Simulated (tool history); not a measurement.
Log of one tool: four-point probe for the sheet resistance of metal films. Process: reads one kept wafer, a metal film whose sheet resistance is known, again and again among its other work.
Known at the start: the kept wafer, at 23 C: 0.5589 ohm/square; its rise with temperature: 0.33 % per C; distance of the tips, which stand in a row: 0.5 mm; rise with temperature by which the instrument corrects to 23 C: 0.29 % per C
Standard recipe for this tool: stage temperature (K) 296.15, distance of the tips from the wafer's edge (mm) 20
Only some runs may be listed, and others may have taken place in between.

run	hour	stage temperature (K)	distance of the tips from the wafer's edge (mm)	sheet resistance as the instrument gives it (ohm/square)
1	0	296.15	20	0.563505
2	35.4	296.15	4	0.568017
3	84.8	296.15	4	0.568119
4	113.6	296.15	4	0.568049
5	155.9	296.15	4	0.567979
6	214.9	296.15	4	0.568367
7	276.1	296.15	4	0.568532
8	331	296.15	4	0.568474
9	362.5	292.15	13	0.563289
# hour 383.6: new probe head fitted
10	413.6	301.15	20	0.55709
11	466.3	295.15	3	0.56404
12	521.2	304.15	19	0.558171
13	580.6	295.15	19	0.556104
14	609.1	292.15	5	0.558265
15	653.7	301.15	4	0.561933

Forecast each of these 5 alternatives for the next run:
A	684.6	293.15	15	?
B	684.6	298.15	4	?
C	684.6	293.15	11	?
D	684.6	294.15	20	?
E	684.6	304.15	4	?

run	sheet resistance as the instrument gives it (ohm/square)
A	0.555755
B	0.561482
C	0.556262
D	0.55603
E	0.562626
What these runs would have given with no unlogged condition in the tool:
run	sheet resistance as the instrument gives it (ohm/square)
A	0.558362
B	0.564101
C	0.558871
D	0.558636
E	0.565237
